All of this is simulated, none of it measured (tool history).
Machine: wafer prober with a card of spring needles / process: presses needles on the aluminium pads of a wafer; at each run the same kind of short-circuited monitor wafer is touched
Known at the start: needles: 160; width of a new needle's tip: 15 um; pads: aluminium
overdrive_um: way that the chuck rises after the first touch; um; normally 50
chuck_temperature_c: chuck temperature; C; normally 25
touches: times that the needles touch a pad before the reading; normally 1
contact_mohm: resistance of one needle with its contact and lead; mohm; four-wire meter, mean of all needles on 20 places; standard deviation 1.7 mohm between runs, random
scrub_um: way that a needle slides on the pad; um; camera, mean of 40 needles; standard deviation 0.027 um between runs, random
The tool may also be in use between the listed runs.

run	hour	overdrive_um	chuck_temperature_c	touches	contact_mohm	scrub_um
1	0.0	50	25	1	197	8.11
# hour 4.6: tips cleaned on abrasive film
2	5.5	50	25	1	331	8.18
# hour 10.9: tips cleaned on abrasive film
# hour 17.3: tips cleaned on abrasive film
3	18.4	50	25	1	202	8.14
# hour 23.8: tips cleaned on abrasive film
4	27.0	50	25	1	239	8.08
# hour 30.6: tips cleaned on abrasive film
5	35.6	50	25	3	204	8.11
# hour 37.4: tips cleaned on abrasive film
# hour 43.4: tips cleaned on abrasive film
6	46.1	50	25	1	238	8.11
# hour 49.2: tips cleaned on abrasive film, once more
7	53.5	50	25	1	265	8.09
# hour 55.3: tips cleaned on abrasive film
# hour 61.5: tips cleaned on abrasive film
8	65.4	50	25	1	251	8.06
# hour 68.1: tips cleaned on abrasive film
9	70.8	50	25	1	239	8.06
# hour 74.7: tips cleaned on abrasive film
# hour 80.8: tips cleaned on abrasive film
10	82.7	50	25	1	216	8.06
# hour 87.5: tips cleaned on abrasive film
11	91.1	50	25	1	243	8.07
# hour 94.1: tips cleaned on abrasive film
# hour 100.0: tips cleaned on abrasive film
12	100.3	69	25	1	169	11.14
# hour 105.9: tips cleaned on abrasive film
13	110.1	69	25	1	211	11.12
# hour 112.1: tips cleaned on abrasive film
# hour 118.7: tips cleaned on abrasive film
14	120.6	50	84	1	235	8.00
# hour 124.8: tips cleaned on abrasive film
# hour 131.3: tips cleaned on abrasive film
15	132.0	50	84	1	211	7.96
# hour 138.1: tips cleaned on abrasive film
16	140.2	50	30	1	224	7.98
# hour 144.7: tips cleaned on abrasive film
17	146.4	50	78	1	224	7.90
# hour 150.5: tips cleaned on abrasive film
18	151.9	61	111	1	206	9.69
# hour 157.0: tips cleaned on abrasive film
# hour 157.3: height of the first contact set anew
# hour 163.7: tips cleaned on abrasive film
19	164.5	50	28	1	195	8.17
# hour 169.6: tips cleaned on abrasive film
20	172.3	43	30	1	261	7.06
# hour 176.3: tips cleaned on abrasive film
21	178.9	43	30	1	257	7.05
# hour 182.9: tips cleaned on abrasive film
22	188.1	43	90	1	313	7.02
# hour 189.0: tips cleaned on abrasive film
# hour 195.1: tips cleaned on abrasive film
23	195.3	43	90	1	207	6.98
# hour 201.0: tips cleaned on abrasive film
24	205.5	43	76	3	232	7.00
# hour 207.5: tips cleaned on abrasive film
# hour 214.3: tips cleaned on abrasive film
25	214.5	30	122	2	238	4.84
# hour 220.4: tips cleaned on abrasive film
26	224.5	30	122	2	334	4.89
# hour 226.8: tips cleaned on abrasive film
# hour 232.7: tips cleaned on abrasive film
27	232.7	50	42	1	185	8.11
# hour 238.7: tips cleaned on abrasive film
28	242.2	50	70	1	253	8.07
# hour 245.1: tips cleaned on abrasive film
# hour 251.6: tips cleaned on abrasive film
29	251.7	33	25	1	211	5.31
# hour 258.0: tips cleaned on abrasive film
30	261.2	44	39	1	260	7.11
# hour 264.4: tips cleaned on abrasive film
# hour 271.2: tips cleaned on abrasive film
31	273.5	34	46	1	307	5.38
# hour 277.4: tips cleaned on abrasive film
32	283.1	34	46	1	407	5.38

3 ways to go on from here, each from the tool as it stands after run 32. What would each give?
# hour 284.3: tips cleaned on abrasive film
# hour 290.9: tips cleaned on abrasive film
A	291.9	55	46	1	?	?
# hour 284.3: tips cleaned on abrasive film
# hour 290.9: tips cleaned on abrasive film
B	291.9	63	46	1	?	?
# hour 284.3: tips cleaned on abrasive film
# hour 290.9: tips cleaned on abrasive film
C	291.9	50	33	1	?	?

run	contact_mohm	scrub_um
A	202	8.87
B	194	10.20
C	208	8.01
Had the tool no hidden state, the same runs would have come out as:
run	contact_mohm	scrub_um
A	171	9.06
B	169	10.39
C	170	8.20

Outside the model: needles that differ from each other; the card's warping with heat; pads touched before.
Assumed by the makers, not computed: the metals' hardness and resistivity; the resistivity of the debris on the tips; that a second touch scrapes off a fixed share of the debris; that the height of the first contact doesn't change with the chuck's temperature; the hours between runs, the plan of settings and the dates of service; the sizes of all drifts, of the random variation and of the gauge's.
